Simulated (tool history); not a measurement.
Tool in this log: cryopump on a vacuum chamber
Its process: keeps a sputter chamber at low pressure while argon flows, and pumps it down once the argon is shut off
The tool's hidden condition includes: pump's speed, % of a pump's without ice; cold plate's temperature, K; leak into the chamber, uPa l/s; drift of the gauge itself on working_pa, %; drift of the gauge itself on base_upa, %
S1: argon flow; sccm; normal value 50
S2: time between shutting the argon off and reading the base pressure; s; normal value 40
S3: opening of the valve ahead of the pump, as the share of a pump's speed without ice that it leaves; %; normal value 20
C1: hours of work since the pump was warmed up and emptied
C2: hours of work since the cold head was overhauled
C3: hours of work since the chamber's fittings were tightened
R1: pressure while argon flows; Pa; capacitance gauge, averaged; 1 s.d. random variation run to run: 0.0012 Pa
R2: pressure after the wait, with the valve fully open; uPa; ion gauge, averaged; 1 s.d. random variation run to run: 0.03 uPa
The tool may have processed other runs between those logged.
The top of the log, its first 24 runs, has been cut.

| run | day | S1 | S2 | S3 | C1 | C2 | C3 | R1 | R2 |
|---|---|---|---|---|---|---|---|---|---|
| 25 | 38.888 | 78 | 58 | 20 | 375 | 2760 | 1565 | 0.4472 | 3.62 |
|  | 39.662 | pump warmed up, emptied and cooled again |
| 26 | 41.121 | 78 | 58 | 20 | 31 | 2803 | 1607 | 0.4224 | 2.99 |
| 27 | 42.996 | 28 | 134 | 20 | 70 | 2842 | 1647 | 0.1526 | 2.60 |
| 28 | 45.417 | 28 | 134 | 20 | 121 | 2893 | 1698 | 0.1528 | 2.81 |
| 29 | 47.417 | 28 | 134 | 20 | 163 | 2935 | 1740 | 0.1564 | 2.90 |
| 30 | 49.050 | 23 | 134 | 59 | 197 | 2969 | 1774 | 0.0464 | 2.95 |
| 31 | 50.546 | 52 | 134 | 59 | 228 | 3001 | 1805 | 0.1064 | 3.14 |
| 32 | 52.575 | 24 | 193 | 37 | 271 | 3043 | 1848 | 0.0761 | 3.17 |
| 33 | 54.512 | 50 | 40 | 36 | 312 | 3084 | 1888 | 0.1654 | 4.27 |
| 34 | 56.321 | 50 | 297 | 36 | 350 | 3122 | 1926 | 0.1670 | 3.38 |
|  | 58.275 | pump warmed up, emptied and cooled again |
| 35 | 58.275 | 50 | 297 | 36 | 0 | 3158 | 1963 | 0.1501 | 2.63 |

What if the next run were any one of these 3? Each begins from the tool's condition after run 35:
| A | 59.450 | 96 | 78 | 59 | 25 | 3183 | 1988 | ? | ? |
| B | 59.450 | 34 | 57 | 35 | 25 | 3183 | 1988 | ? | ? |
| C | 59.450 | 86 | 137 | 59 | 25 | 3183 | 1988 | ? | ? |

| run | R1 | R2 |
|---|---|---|
| A | 0.1806 | 3.16 |
| B | 0.1065 | 3.41 |
| C | 0.1611 | 2.95 |
Take away the tool's hidden state, keep each run's random variation, and the runs would have read:
| run | R1 | R2 |
|---|---|---|
| A | 0.1760 | 0.85 |
| B | 0.1048 | 1.06 |
| C | 0.1570 | 0.57 |
